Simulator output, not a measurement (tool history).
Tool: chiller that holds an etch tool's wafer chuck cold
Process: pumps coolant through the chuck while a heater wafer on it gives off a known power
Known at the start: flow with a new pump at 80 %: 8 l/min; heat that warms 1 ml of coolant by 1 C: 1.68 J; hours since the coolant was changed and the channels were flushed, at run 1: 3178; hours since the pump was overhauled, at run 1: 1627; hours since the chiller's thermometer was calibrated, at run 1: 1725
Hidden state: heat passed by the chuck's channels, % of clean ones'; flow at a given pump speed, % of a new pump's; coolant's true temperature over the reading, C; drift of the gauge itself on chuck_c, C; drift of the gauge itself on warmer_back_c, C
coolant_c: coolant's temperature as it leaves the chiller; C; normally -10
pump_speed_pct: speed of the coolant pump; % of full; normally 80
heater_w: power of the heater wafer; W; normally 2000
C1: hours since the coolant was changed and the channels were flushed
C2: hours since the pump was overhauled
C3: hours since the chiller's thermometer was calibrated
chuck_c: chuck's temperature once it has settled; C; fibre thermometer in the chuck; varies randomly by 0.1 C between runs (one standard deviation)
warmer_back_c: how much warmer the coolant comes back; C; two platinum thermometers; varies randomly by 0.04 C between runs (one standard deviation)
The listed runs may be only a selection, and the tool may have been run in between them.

run 1 hour=0.0 | coolant_c=-10 pump_speed_pct=80 heater_w=2000 | C1=3178 C2=1627 C3=1725 | chuck_c=16.0 warmer_back_c=9.58
run 2 hour=40.5 | coolant_c=-10 pump_speed_pct=80 heater_w=2000 | C1=3218 C2=1667 C3=1765 | chuck_c=16.0 warmer_back_c=9.57
run 3 hour=103.6 | coolant_c=-4 pump_speed_pct=80 heater_w=2000 | C1=3281 C2=1731 C3=1828 | chuck_c=22.2 warmer_back_c=9.58
run 4 hour=176.2 | coolant_c=-4 pump_speed_pct=80 heater_w=2000 | C1=3354 C2=1803 C3=1901 | chuck_c=22.0 warmer_back_c=9.62
run 5 hour=264.1 | coolant_c=-4 pump_speed_pct=80 heater_w=2000 | C1=3442 C2=1891 C3=1989 | chuck_c=22.2 warmer_back_c=9.61
run 6 hour=311.7 | coolant_c=-1 pump_speed_pct=80 heater_w=2000 | C1=3489 C2=1939 C3=2036 | chuck_c=25.2 warmer_back_c=9.69
run 7 hour=388.3 | coolant_c=-18 pump_speed_pct=80 heater_w=2000 | C1=3566 C2=2015 C3=2113 | chuck_c=8.3 warmer_back_c=9.67
run 8 hour=434.0 | coolant_c=-18 pump_speed_pct=80 heater_w=2000 | C1=3612 C2=2061 C3=2159 | chuck_c=8.3 warmer_back_c=9.70
run 9 hour=489.3 | coolant_c=-10 pump_speed_pct=80 heater_w=2367 | C1=3667 C2=2116 C3=2214 | chuck_c=21.2 warmer_back_c=11.43
-- hour=494.9 chiller's thermometer calibrated
run 10 hour=573.1 | coolant_c=-10 pump_speed_pct=80 heater_w=2367 | C1=3750 C2=2199 C3=78 | chuck_c=21.3 warmer_back_c=11.52
run 11 hour=630.8 | coolant_c=-10 pump_speed_pct=80 heater_w=2367 | C1=3807 C2=2257 C3=136 | chuck_c=21.4 warmer_back_c=11.58
run 12 hour=705.4 | coolant_c=-10 pump_speed_pct=80 heater_w=2518 | C1=3882 C2=2331 C3=211 | chuck_c=23.6 warmer_back_c=12.37
-- hour=742.4 chiller's thermometer calibrated, once more
run 13 hour=757.6 | coolant_c=-10 pump_speed_pct=66 heater_w=2000 | C1=3933 C2=2382 C3=15 | chuck_c=20.9 warmer_back_c=12.25
run 14 hour=795.6 | coolant_c=-10 pump_speed_pct=66 heater_w=2000 | C1=3971 C2=2421 C3=53 | chuck_c=21.0 warmer_back_c=12.29
run 15 hour=853.5 | coolant_c=-10 pump_speed_pct=80 heater_w=2000 | C1=4029 C2=2478 C3=111 | chuck_c=16.4 warmer_back_c=9.92
run 16 hour=931.0 | coolant_c=-10 pump_speed_pct=80 heater_w=2286 | C1=4107 C2=2556 C3=189 | chuck_c=20.6 warmer_back_c=11.33
run 17 hour=989.2 | coolant_c=-10 pump_speed_pct=80 heater_w=2286 | C1=4165 C2=2614 C3=247 | chuck_c=20.6 warmer_back_c=11.37
run 18 hour=1064.6 | coolant_c=-10 pump_speed_pct=80 heater_w=2381 | C1=4240 C2=2690 C3=322 | chuck_c=22.1 warmer_back_c=11.90
run 19 hour=1107.8 | coolant_c=-20 pump_speed_pct=81 heater_w=2448 | C1=4283 C2=2733 C3=365 | chuck_c=12.7 warmer_back_c=11.99
run 20 hour=1154.1 | coolant_c=-19 pump_speed_pct=71 heater_w=1431 | C1=4330 C2=2779 C3=412 | chuck_c=2.2 warmer_back_c=8.19
run 21 hour=1228.4 | coolant_c=-10 pump_speed_pct=80 heater_w=2894 | C1=4404 C2=2853 C3=486 | chuck_c=29.2 warmer_back_c=14.55
run 22 hour=1288.4 | coolant_c=-15 pump_speed_pct=89 heater_w=2925 | C1=4464 C2=2913 C3=546 | chuck_c=21.6 warmer_back_c=12.94
run 23 hour=1367.7 | coolant_c=-15 pump_speed_pct=89 heater_w=2925 | C1=4543 C2=2993 C3=625 | chuck_c=21.7 warmer_back_c=13.09
run 24 hour=1435.5 | coolant_c=-9 pump_speed_pct=93 heater_w=1786 | C1=4611 C2=3060 C3=693 | chuck_c=12.9 warmer_back_c=7.54
run 25 hour=1471.9 | coolant_c=-10 pump_speed_pct=73 heater_w=1924 | C1=4648 C2=3097 C3=730 | chuck_c=18.2 warmer_back_c=10.76
run 26 hour=1559.3 | coolant_c=-11 pump_speed_pct=80 heater_w=2602 | C1=4735 C2=3184 C3=817 | chuck_c=24.7 warmer_back_c=13.20
run 27 hour=1628.3 | coolant_c=-11 pump_speed_pct=80 heater_w=2602 | C1=4804 C2=3253 C3=886 | chuck_c=24.7 warmer_back_c=13.23
run 28 hour=1705.8 | coolant_c=0 pump_speed_pct=69 heater_w=1458 | C1=4882 C2=3331 C3=963 | chuck_c=22.6 warmer_back_c=8.75
run 29 hour=1746.2 | coolant_c=0 pump_speed_pct=69 heater_w=1458 | C1=4922 C2=3371 C3=1004 | chuck_c=22.7 warmer_back_c=8.80
run 30 hour=1789.4 | coolant_c=0 pump_speed_pct=69 heater_w=1458 | C1=4965 C2=3414 C3=1047 | chuck_c=22.8 warmer_back_c=8.80
run 31 hour=1842.8 | coolant_c=-14 pump_speed_pct=64 heater_w=1672 | C1=5019 C2=3468 C3=1100 | chuck_c=13.7 warmer_back_c=11.12

5 options for the next run, each taken on its own from the tool as it stands now. Forecast them:
run A hour=1894.2 | coolant_c=-14 pump_speed_pct=91 heater_w=1861 | C1=5070 C2=3519 C3=1152 | chuck_c=? warmer_back_c=?
run B hour=1894.2 | coolant_c=-6 pump_speed_pct=64 heater_w=1672 | C1=5070 C2=3519 C3=1152 | chuck_c=? warmer_back_c=?
run C hour=1894.2 | coolant_c=-14 pump_speed_pct=79 heater_w=1531 | C1=5070 C2=3519 C3=1152 | chuck_c=? warmer_back_c=?
run D hour=1894.2 | coolant_c=-10 pump_speed_pct=60 heater_w=2000 | C1=5070 C2=3519 C3=1152 | chuck_c=? warmer_back_c=?
run E hour=1894.2 | coolant_c=-19 pump_speed_pct=94 heater_w=2575 | C1=5070 C2=3519 C3=1152 | chuck_c=? warmer_back_c=?

run=A chuck_c=9.5 warmer_back_c=8.33
run=B chuck_c=21.7 warmer_back_c=11.16
run=C chuck_c=7.7 warmer_back_c=7.97
run=D chuck_c=24.9 warmer_back_c=14.26
run=E chuck_c=12.7 warmer_back_c=10.98
Had the tool no hidden state, the same runs would have come out as:
run=A chuck_c=5.8 warmer_back_c=7.26
run=B chuck_c=17.4 warmer_back_c=9.71
run=C chuck_c=4.3 warmer_back_c=6.94
run=D chuck_c=19.4 warmer_back_c=12.40
run=E chuck_c=7.7 warmer_back_c=9.55

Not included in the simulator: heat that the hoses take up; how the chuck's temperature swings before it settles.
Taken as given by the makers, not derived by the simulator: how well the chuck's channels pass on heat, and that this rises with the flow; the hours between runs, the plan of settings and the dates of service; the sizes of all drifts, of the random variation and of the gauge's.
